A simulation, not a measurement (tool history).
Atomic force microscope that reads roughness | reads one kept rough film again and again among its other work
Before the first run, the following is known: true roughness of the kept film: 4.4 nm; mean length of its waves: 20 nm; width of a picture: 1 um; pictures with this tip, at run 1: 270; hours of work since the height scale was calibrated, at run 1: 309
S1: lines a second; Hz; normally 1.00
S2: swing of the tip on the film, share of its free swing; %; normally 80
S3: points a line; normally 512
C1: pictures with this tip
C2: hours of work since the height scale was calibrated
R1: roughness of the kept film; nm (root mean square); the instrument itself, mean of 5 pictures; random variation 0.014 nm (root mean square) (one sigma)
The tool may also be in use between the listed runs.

| run | hour | S1 | S2 | S3 | C1 | C2 | R1 |
|---|---|---|---|---|---|---|---|
| 1 | 0.0 | 1.00 | 80 | 512 | 270 | 309 | 3.397 |
|  | 3.2 | new tip fitted |
| 2 | 8.8 | 1.00 | 80 | 512 | 7 | 312 | 3.425 |
| 3 | 24.9 | 1.00 | 80 | 512 | 27 | 319 | 3.431 |
| 4 | 34.0 | 1.00 | 80 | 281 | 39 | 323 | 3.355 |
| 5 | 52.7 | 1.00 | 80 | 281 | 63 | 332 | 3.340 |
| 6 | 61.2 | 1.00 | 80 | 512 | 74 | 335 | 3.417 |
| 7 | 76.3 | 1.00 | 80 | 512 | 93 | 342 | 3.416 |
| 8 | 89.6 | 1.00 | 80 | 821 | 110 | 348 | 3.435 |
| 9 | 103.0 | 1.00 | 57 | 265 | 126 | 354 | 3.434 |
| 10 | 113.1 | 1.00 | 57 | 265 | 139 | 358 | 3.459 |
| 11 | 128.1 | 0.62 | 57 | 540 | 158 | 365 | 3.550 |
| 12 | 146.9 | 0.62 | 57 | 540 | 182 | 373 | 3.542 |
| 13 | 166.1 | 0.62 | 57 | 540 | 206 | 381 | 3.557 |
| 14 | 175.3 | 1.00 | 63 | 512 | 218 | 386 | 3.509 |

What if the next run were any one of these 3? Each begins from the tool's condition after run 14:
| A | 186.2 | 1.86 | 62 | 633 | 232 | 390 | ? |
| B | 186.2 | 1.20 | 63 | 296 | 232 | 390 | ? |
| C | 186.2 | 3.37 | 63 | 512 | 232 | 390 | ? |

| run | R1 |
|---|---|
| A | 3.480 |
| B | 3.450 |
| C | 3.386 |
Without the tool's unlogged condition, the same runs would have read:
| run | R1 |
|---|---|
| A | 3.489 |
| B | 3.458 |
| C | 3.394 |
